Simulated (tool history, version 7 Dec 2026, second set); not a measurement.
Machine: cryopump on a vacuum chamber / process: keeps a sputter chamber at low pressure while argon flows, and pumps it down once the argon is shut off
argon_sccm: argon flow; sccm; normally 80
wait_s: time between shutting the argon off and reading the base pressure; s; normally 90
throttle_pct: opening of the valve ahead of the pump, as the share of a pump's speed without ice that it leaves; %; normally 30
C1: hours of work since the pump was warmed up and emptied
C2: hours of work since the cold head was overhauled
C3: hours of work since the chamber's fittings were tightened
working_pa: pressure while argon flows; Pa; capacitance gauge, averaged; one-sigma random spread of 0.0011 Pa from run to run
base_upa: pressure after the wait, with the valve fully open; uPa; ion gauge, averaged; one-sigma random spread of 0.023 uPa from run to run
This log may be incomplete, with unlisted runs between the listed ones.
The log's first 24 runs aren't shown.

{"run": 25, "hour": 1205.7, "argon_sccm": 85, "wait_s": 174, "throttle_pct": 18, "C1": 473, "C2": 2427, "C3": 1622, "working_pa": 0.4331, "base_upa": 0.84}
{"run": 26, "hour": 1235.6, "argon_sccm": 85, "wait_s": 174, "throttle_pct": 18, "C1": 494, "C2": 2449, "C3": 1643, "working_pa": 0.4345, "base_upa": 0.8}
{"run": 27, "hour": 1276.6, "argon_sccm": 85, "wait_s": 174, "throttle_pct": 20, "C1": 524, "C2": 2478, "C3": 1673, "working_pa": 0.3915, "base_upa": 0.82}
{"run": 28, "hour": 1326.7, "argon_sccm": 85, "wait_s": 174, "throttle_pct": 20, "C1": 560, "C2": 2514, "C3": 1709, "working_pa": 0.3912, "base_upa": 0.85}
{"run": 29, "hour": 1371.4, "argon_sccm": 70, "wait_s": 22, "throttle_pct": 51, "C1": 592, "C2": 2546, "C3": 1741, "working_pa": 0.1314, "base_upa": 2.94}
{"run": 30, "hour": 1429.8, "argon_sccm": 70, "wait_s": 22, "throttle_pct": 51, "C1": 634, "C2": 2588, "C3": 1783, "working_pa": 0.1327, "base_upa": 2.97}
{"run": 31, "hour": 1488.0, "argon_sccm": 155, "wait_s": 70, "throttle_pct": 43, "C1": 675, "C2": 2630, "C3": 1825, "working_pa": 0.3439, "base_upa": 1.36}
{"run": 32, "hour": 1517.1, "argon_sccm": 55, "wait_s": 90, "throttle_pct": 30, "C1": 696, "C2": 2651, "C3": 1846, "working_pa": 0.1726, "base_upa": 1.21}
{"run": 33, "hour": 1576.8, "argon_sccm": 49, "wait_s": 90, "throttle_pct": 46, "C1": 739, "C2": 2694, "C3": 1889, "working_pa": 0.1029, "base_upa": 1.22}

5 options for the next run, each taken on its own from the tool as it stands now. Forecast them:
{"run": "A", "hour": 1638.5, "argon_sccm": 152, "wait_s": 159, "throttle_pct": 46, "C1": 784, "C2": 2738, "C3": 1933, "working_pa": "?", "base_upa": "?"}
{"run": "B", "hour": 1638.5, "argon_sccm": 51, "wait_s": 90, "throttle_pct": 30, "C1": 784, "C2": 2738, "C3": 1933, "working_pa": "?", "base_upa": "?"}
{"run": "C", "hour": 1638.5, "argon_sccm": 49, "wait_s": 67, "throttle_pct": 18, "C1": 784, "C2": 2738, "C3": 1933, "working_pa": "?", "base_upa": "?"}
{"run": "D", "hour": 1638.5, "argon_sccm": 53, "wait_s": 101, "throttle_pct": 46, "C1": 784, "C2": 2738, "C3": 1933, "working_pa": "?", "base_upa": "?"}
{"run": "E", "hour": 1638.5, "argon_sccm": 72, "wait_s": 90, "throttle_pct": 30, "C1": 784, "C2": 2738, "C3": 1933, "working_pa": "?", "base_upa": "?"}

run=A working_pa=0.3221 base_upa=0.95
run=B working_pa=0.1592 base_upa=1.2
run=C working_pa=0.2528 base_upa=1.33
run=D working_pa=0.1108 base_upa=1.07
run=E working_pa=0.2257 base_upa=1.2
Stripped of hidden state, with their random variation kept, the same runs would have yielded:
run=A working_pa=0.3007 base_upa=0.49
run=B working_pa=0.1521 base_upa=0.73
run=C working_pa=0.2459 base_upa=0.89
run=D working_pa=0.1034 base_upa=0.61
run=E working_pa=0.2156 base_upa=0.75
